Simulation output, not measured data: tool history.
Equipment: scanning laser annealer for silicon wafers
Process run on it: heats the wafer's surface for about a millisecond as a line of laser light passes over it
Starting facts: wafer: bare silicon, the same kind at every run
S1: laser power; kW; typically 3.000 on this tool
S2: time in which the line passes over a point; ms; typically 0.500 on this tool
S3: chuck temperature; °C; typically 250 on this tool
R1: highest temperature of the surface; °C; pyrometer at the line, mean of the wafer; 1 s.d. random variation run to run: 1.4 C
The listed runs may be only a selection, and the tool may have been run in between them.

{"run": 1, "hour": 0.0, "S1": 3.0, "S2": 0.5, "S3": 250, "R1": 972}
{"run": 2, "hour": 12.9, "S1": 3.0, "S2": 0.5, "S3": 250, "R1": 971}
{"run": 3, "hour": 26.4, "S1": 3.0, "S2": 0.5, "S3": 250, "R1": 973}
{"run": 4, "hour": 39.6, "S1": 3.0, "S2": 0.5, "S3": 250, "R1": 971}
{"run": 5, "hour": 56.6, "S1": 3.0, "S2": 0.5, "S3": 250, "R1": 968}
{"run": 6, "hour": 69.3, "S1": 3.0, "S2": 0.5, "S3": 250, "R1": 970}
{"run": 7, "hour": 81.9, "S1": 3.0, "S2": 0.5, "S3": 250, "R1": 971}
{"run": 8, "hour": 89.5, "S1": 3.0, "S2": 0.5, "S3": 250, "R1": 969}
{"hour": 92.4, "done": "window over the wafer cleaned"}
{"run": 9, "hour": 99.1, "S1": 3.0, "S2": 0.499, "S3": 250, "R1": 964}
{"run": 10, "hour": 112.1, "S1": 3.088, "S2": 0.54, "S3": 225, "R1": 994}
{"run": 11, "hour": 122.1, "S1": 3.222, "S2": 0.5, "S3": 250, "R1": 1027}
{"run": 12, "hour": 130.8, "S1": 3.222, "S2": 0.5, "S3": 250, "R1": 1027}
{"run": 13, "hour": 146.0, "S1": 3.222, "S2": 0.5, "S3": 250, "R1": 1026}

Predict the results of run 14:
{"run": 14, "hour": 154.7, "S1": 3.049, "S2": 0.507, "S3": 272, "R1": "?"}

Run 14 yielded R1 1004 °C.
Take away the tool's hidden state, keep the run-to-run variation as it was, and the same run would have given R1 1035 °C.
